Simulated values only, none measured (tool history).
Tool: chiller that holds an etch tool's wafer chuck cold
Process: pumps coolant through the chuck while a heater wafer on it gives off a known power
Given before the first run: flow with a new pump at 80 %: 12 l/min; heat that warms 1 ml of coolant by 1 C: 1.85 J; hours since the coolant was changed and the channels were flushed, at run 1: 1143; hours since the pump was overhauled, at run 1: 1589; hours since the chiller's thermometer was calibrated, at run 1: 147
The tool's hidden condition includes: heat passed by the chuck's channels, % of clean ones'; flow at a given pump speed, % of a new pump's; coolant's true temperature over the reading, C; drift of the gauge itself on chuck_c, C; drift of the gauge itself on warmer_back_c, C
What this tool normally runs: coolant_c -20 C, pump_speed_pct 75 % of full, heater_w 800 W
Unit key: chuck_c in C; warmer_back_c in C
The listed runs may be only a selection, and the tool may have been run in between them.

run,hour,coolant_c,pump_speed_pct,heater_w,hours since the coolant was changed and the channels were flushed,hours since the pump was overhauled,hours since the chiller's thermometer was calibrated,chuck_c,warmer_back_c
1,0,-20,75,800,1143,1589,147,-14.41,2.37
2,25.2,-20,75,800,1168,1614,173,-14.38,2.38
3,55.1,-16,75,800,1198,1644,203,-10.3,2.37
4,78.5,-20,75,644,1221,1668,226,-15.37,1.91
5,110.8,-12,75,644,1253,1700,258,-7.49,1.92
6,124.5,-20,75,800,1267,1714,272,-14.19,2.37
7,151.5,-20,75,800,1294,1741,299,-14.27,2.39
8,175,-20,75,800,1318,1764,322,-14.26,2.37
9,205.2,-20,75,800,1348,1794,353,-14.33,2.38
10,223.5,-20,75,800,1366,1813,371,-14.22,2.38
11,242.5,-20,75,800,1385,1832,390,-14.27,2.37
12,267,-20,75,800,1410,1856,414,-14.2,2.39
13,287.6,-20,75,1085,1430,1877,435,-12.26,3.25
14,317.1,-20,75,1085,1460,1906,465,-12.13,3.22
15,337.7,-20,75,1085,1480,1927,485,-12.21,3.25
16,353.2,-20,75,1085,1496,1942,501,-12.21,3.24
17,374.4,-20,75,800,1517,1964,522,-14.14,2.43
18,402,-12,75,427,1545,1991,549,-8.75,1.3
19,416.9,-28,75,445,1559,2006,564,-24.67,1.32
20,441.4,-28,75,445,1584,2031,589,-24.75,1.33
21,467.9,-25,68,460,1610,2057,615,-21.43,1.54
22,494.7,-24,97,517,1637,2084,642,-20.8,1.18
23,525.3,-24,97,517,1668,2114,673,-20.81,1.18
24,543.8,-20,86,800,1686,2133,691,-14.6,2.08
25,558.6,-27,75,843,1701,2148,706,-20.87,2.54
26,587.6,-25,88,897,1730,2177,735,-19.01,2.28
27,605.5,-18,90,485,1748,2195,753,-14.83,1.2
28,630.4,-16,75,427,1773,2220,778,-12.73,1.28
29,647.9,-16,75,427,1791,2237,795,-12.72,1.28
30,671.3,-23,85,668,1814,2260,819,-18.45,1.77
31,697.6,-20,96,800,1840,2287,845,-15.03,1.87
32,729.6,-21,96,1057,1872,2319,877,-14.44,2.47
33,746,-12,96,1057,1889,2335,893,-5.4,2.45

Table of differences, measured result less the result of that run with no hidden state. Run-to-run variation is the same in both. Gauge scatter possibly is not:
run,chuck_c,warmer_back_c
1,+0.25,+0.06
2,+0.25,+0.06
3,+0.27,+0.06
4,+0.23,+0.05
5,+0.24,+0.06
6,+0.28,+0.07
7,+0.29,+0.07
8,+0.3,+0.07
9,+0.31,+0.07
10,+0.32,+0.07
11,+0.32,+0.08
12,+0.33,+0.07
13,+0.42,+0.1
14,+0.43,+0.1
15,+0.44,+0.11
16,+0.44,+0.11
17,+0.37,+0.08
18,+0.25,+0.05
19,+0.27,+0.04
20,+0.27,+0.05
21,+0.29,+0.05
22,+0.28,+0.04
23,+0.29,+0.04
24,+0.39,+0.08
25,+0.43,+0.09
26,+0.43,+0.08
27,+0.3,+0.05
28,+0.31,+0.05
29,+0.31,+0.04
30,+0.39,+0.07
31,+0.42,+0.07
32,+0.51,+0.09
33,+0.52,+0.1
